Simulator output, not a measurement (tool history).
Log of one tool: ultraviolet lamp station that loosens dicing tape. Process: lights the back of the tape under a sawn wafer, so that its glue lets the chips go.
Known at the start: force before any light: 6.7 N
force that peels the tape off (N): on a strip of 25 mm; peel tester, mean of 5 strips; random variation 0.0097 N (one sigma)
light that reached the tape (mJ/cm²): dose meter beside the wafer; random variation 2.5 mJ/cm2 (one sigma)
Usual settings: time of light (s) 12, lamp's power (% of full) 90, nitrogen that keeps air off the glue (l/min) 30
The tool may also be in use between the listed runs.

| run | hour | time of light (s) | lamp's power (% of full) | nitrogen that keeps air off the glue (l/min) | force that peels the tape off (N) | light that reached the tape (mJ/cm²) |
|---|---|---|---|---|---|---|
| 1 | 0 | 12 | 90 | 30 | 0.441 | 292 |
| 2 | 40.1 | 12 | 90 | 30 | 0.429 | 288 |
| 3 | 79 | 12 | 90 | 15 | 0.624 | 283 |
| 4 | 105.5 | 12 | 90 | 15 | 0.646 | 285 |
| 5 | 129.4 | 12 | 90 | 21 | 0.53 | 286 |
| 6 | 146.7 | 12 | 90 | 21 | 0.54 | 281 |
| 7 | 185.7 | 12 | 90 | 21 | 0.557 | 277 |
| 8 | 225.7 | 12 | 61 | 30 | 0.932 | 185 |
| 9 | 256.8 | 12 | 63 | 30 | 0.896 | 193 |
| 10 | 288.1 | 12 | 63 | 30 | 0.951 | 192 |
| 11 | 308 | 12 | 92 | 39 | 0.414 | 276 |
| 12 | 343.6 | 12 | 90 | 21 | 0.594 | 273 |
| 13 | 385.1 | 12 | 83 | 9 | 1.064 | 247 |
| 14 | 427.1 | 12 | 83 | 9 | 1.033 | 243 |
|  | 455.1 | window cleaned of glue's vapour |
| 15 | 467.6 | 12 | 69 | 16 | 1.054 | 209 |
| 16 | 491.7 | 12 | 97 | 10 | 0.724 | 293 |
| 17 | 514.5 | 12 | 97 | 10 | 0.722 | 292 |
| 18 | 555.3 | 8 | 95 | 10 | 1.489 | 192 |

Run 19 comes next. What will it give?
| 19 | 576.9 | 13 | 65 | 24 | ? | ? |

{"run 19": {"force that peels the tape off (N)": 0.859, "light that reached the tape (mJ/cm²)": 208}}
Without the tool's hidden state the same run would have given force that peels the tape off (N) 0.696, light that reached the tape (mJ/cm²) 234.
